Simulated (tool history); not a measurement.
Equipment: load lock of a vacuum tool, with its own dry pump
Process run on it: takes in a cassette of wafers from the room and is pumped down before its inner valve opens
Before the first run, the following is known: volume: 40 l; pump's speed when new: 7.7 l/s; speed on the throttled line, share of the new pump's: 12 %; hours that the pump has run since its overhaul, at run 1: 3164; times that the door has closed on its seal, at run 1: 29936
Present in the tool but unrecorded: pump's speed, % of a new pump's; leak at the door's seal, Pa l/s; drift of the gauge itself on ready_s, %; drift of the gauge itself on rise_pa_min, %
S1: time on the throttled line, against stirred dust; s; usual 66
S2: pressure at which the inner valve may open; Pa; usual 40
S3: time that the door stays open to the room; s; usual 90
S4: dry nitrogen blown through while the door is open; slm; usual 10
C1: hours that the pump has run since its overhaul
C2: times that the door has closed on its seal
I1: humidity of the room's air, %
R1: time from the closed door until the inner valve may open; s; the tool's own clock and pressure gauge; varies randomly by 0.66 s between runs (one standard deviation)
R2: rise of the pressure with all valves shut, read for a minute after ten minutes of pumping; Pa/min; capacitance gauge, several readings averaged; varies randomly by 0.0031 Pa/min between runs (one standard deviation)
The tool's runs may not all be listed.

{"run": 1, "hour": 0.0, "S1": 66, "S2": 40, "S3": 90, "S4": 10, "C1": 3164, "C2": 29936, "I1": 48.1, "R1": 97.2, "R2": 0.069}
{"hour": 48.5, "done": "door's seal changed, seat wiped"}
{"run": 2, "hour": 381.2, "S1": 66, "S2": 40, "S3": 90, "S4": 10, "C1": 3544, "C2": 966, "I1": 48.7, "R1": 100, "R2": 0.073}
{"run": 3, "hour": 663.6, "S1": 66, "S2": 40, "S3": 90, "S4": 10, "C1": 3826, "C2": 1787, "I1": 44.4, "R1": 99.3, "R2": 0.059}
{"run": 4, "hour": 981.4, "S1": 66, "S2": 40, "S3": 90, "S4": 10, "C1": 4144, "C2": 2710, "I1": 47.5, "R1": 98.4, "R2": 0.069}
{"run": 5, "hour": 1184.9, "S1": 66, "S2": 50, "S3": 90, "S4": 10, "C1": 4348, "C2": 3301, "I1": 45.8, "R1": 96.7, "R2": 0.065}
{"run": 6, "hour": 1452.3, "S1": 122, "S2": 40, "S3": 90, "S4": 10, "C1": 4615, "C2": 4078, "I1": 43.8, "R1": 147.3, "R2": 0.067}
{"run": 7, "hour": 1688.6, "S1": 122, "S2": 40, "S3": 90, "S4": 10, "C1": 4851, "C2": 4764, "I1": 49.1, "R1": 148.9, "R2": 0.065}
{"run": 8, "hour": 1869.9, "S1": 66, "S2": 40, "S3": 179, "S4": 10, "C1": 5033, "C2": 5291, "I1": 42.5, "R1": 100, "R2": 0.091}
{"run": 9, "hour": 2164.7, "S1": 66, "S2": 40, "S3": 179, "S4": 8, "C1": 5328, "C2": 6147, "I1": 40.8, "R1": 98.9, "R2": 0.092}
{"run": 10, "hour": 2459.8, "S1": 66, "S2": 40, "S3": 179, "S4": 8, "C1": 5623, "C2": 7004, "I1": 47, "R1": 98.4, "R2": 0.108}
{"run": 11, "hour": 2632.0, "S1": 66, "S2": 40, "S3": 179, "S4": 8, "C1": 5795, "C2": 7505, "I1": 47.4, "R1": 99.8, "R2": 0.11}
{"run": 12, "hour": 3024.2, "S1": 66, "S2": 40, "S3": 42, "S4": 8, "C1": 6187, "C2": 8644, "I1": 46.6, "R1": 98.6, "R2": 0.045}
{"run": 13, "hour": 3278.2, "S1": 66, "S2": 36, "S3": 90, "S4": 10, "C1": 6441, "C2": 9382, "I1": 41.8, "R1": 97.6, "R2": 0.055}
{"run": 14, "hour": 3647.6, "S1": 96, "S2": 48, "S3": 113, "S4": 23, "C1": 6810, "C2": 10455, "I1": 42.8, "R1": 124.6, "R2": 0.044}
{"run": 15, "hour": 3943.5, "S1": 96, "S2": 48, "S3": 113, "S4": 23, "C1": 7106, "C2": 11315, "I1": 42.7, "R1": 123.8, "R2": 0.042}

The next listed run, before its measurement:
{"run": 16, "hour": 4175.2, "S1": 41, "S2": 45, "S3": 37, "S4": 10, "C1": 7338, "C2": 11987, "I1": 41.8, "R1": "?", "R2": "?"}

{"run 16": {"R1": 76.1, "R2": 0.043}}
Take away the tool's hidden state, keep the run-to-run variation as it was, and the same run would have given R1 76.1 s, R2 0.042 Pa/min.
